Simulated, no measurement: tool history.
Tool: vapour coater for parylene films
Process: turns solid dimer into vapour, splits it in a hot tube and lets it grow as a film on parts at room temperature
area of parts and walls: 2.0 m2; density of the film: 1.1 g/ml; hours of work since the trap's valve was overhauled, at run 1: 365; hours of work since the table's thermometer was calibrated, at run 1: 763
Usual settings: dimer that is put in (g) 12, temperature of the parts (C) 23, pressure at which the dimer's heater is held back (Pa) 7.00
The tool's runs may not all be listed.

run	hour	dimer that is put in (g)	temperature of the parts (C)	pressure at which the dimer's heater is held back (Pa)	hours of work since the trap's valve was overhauled	hours of work since the table's thermometer was calibrated	thickness of the film (nm)
1	0.0	12	23	7.00	365	763	2960
2	46.4	12	23	7.00	400	798	2960
3	87.1	12	23	7.00	431	829	2960
# hour 110.3: trap's valve overhauled
4	121.5	12	23	7.00	8	852	2760
5	142.4	12	23	7.00	24	867	2710
6	178.3	12	23	7.00	51	895	2720
# hour 207.9: trap's valve overhauled, once more
7	228.9	12	23	7.00	16	930	3290
8	257.7	12	23	7.00	38	952	3280
9	297.1	12	23	3.29	68	982	3730
10	326.2	12	23	3.29	90	1004	3750
11	363.6	12	23	7.00	118	1032	3210
12	383.7	12	23	7.00	133	1047	3200
13	418.1	12	17	7.00	159	1073	3920
14	459.9	7	28	7.00	191	1105	1550
15	480.0	7	28	7.00	206	1120	1530
16	521.7	7	28	7.00	237	1151	1530
17	548.9	12	17	7.00	258	1172	3880
18	591.0	16	17	7.00	290	1204	5100
19	632.8	16	17	7.00	322	1236	5110
20	674.5	12	29	6.62	353	1267	2500
21	710.1	8	22	11.16	380	1294	1920
22	737.5	16	21	11.16	401	1315	3990
23	778.7	19	21	5.44	432	1346	5390
# hour 801.1: trap's valve overhauled
24	820.3	19	27	5.44	15	1374	4850
25	857.3	6	29	2.70	43	1402	1610
26	894.7	12	31	6.73	71	1431	2520

3 ways to go on from here, each from the tool as it stands after run 26. What would each give?
# hour 915.2: table's thermometer calibrated
A	937.8	6	34	6.39	103	17	?
# hour 915.2: table's thermometer calibrated
B	937.8	5	31	6.73	103	17	?
# hour 915.2: table's thermometer calibrated
C	937.8	17	20	4.30	103	17	?

run	thickness of the film (nm)
A	1070
B	990
C	5380
Without the tool's hidden state the same runs would have given:
run	thickness of the film (nm)
A	1100
B	1020
C	5530
